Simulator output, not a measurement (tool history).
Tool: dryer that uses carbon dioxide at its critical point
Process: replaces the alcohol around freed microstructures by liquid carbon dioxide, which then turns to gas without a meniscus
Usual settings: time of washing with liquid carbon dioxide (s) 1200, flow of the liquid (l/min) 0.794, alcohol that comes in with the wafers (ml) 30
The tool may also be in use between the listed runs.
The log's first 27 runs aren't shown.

run,hour,time of washing with liquid carbon dioxide (s),flow of the liquid (l/min),alcohol that comes in with the wafers (ml),alcohol left in the vessel before it's heated (ppm by volume)
28,756.6,960,1.236,74,77
29,784.3,900,1.182,118,97
30,814.6,900,1.182,118,107
31,853.7,1200,0.509,28,257
32,871.9,1200,0.534,58,410
33,908.5,1200,0.794,22,76
34,932.3,1200,0.794,22,90
35,950.5,1200,0.941,22,77
36,973.3,1560,1.027,28,60
37,1010.4,1200,1.263,71,75
38,1030.6,1080,0.613,36,255
39,1058.4,1320,0.794,30,83
40,1084.8,1020,1.23,22,85
41,1101.9,1020,1.23,22,77
42,1136.1,1020,1.23,22,82

Forecast each of these 3 alternatives for the next run:
A,1167.2,1200,0.891,50,?
B,1167.2,1020,0.605,22,?
C,1167.2,1200,1.134,27,?

run,alcohol left in the vessel before it's heated (ppm by volume)
A,98
B,238
C,76
Without the tool's hidden state the same runs would have given:
run,alcohol left in the vessel before it's heated (ppm by volume)
A,17
B,124
C,2

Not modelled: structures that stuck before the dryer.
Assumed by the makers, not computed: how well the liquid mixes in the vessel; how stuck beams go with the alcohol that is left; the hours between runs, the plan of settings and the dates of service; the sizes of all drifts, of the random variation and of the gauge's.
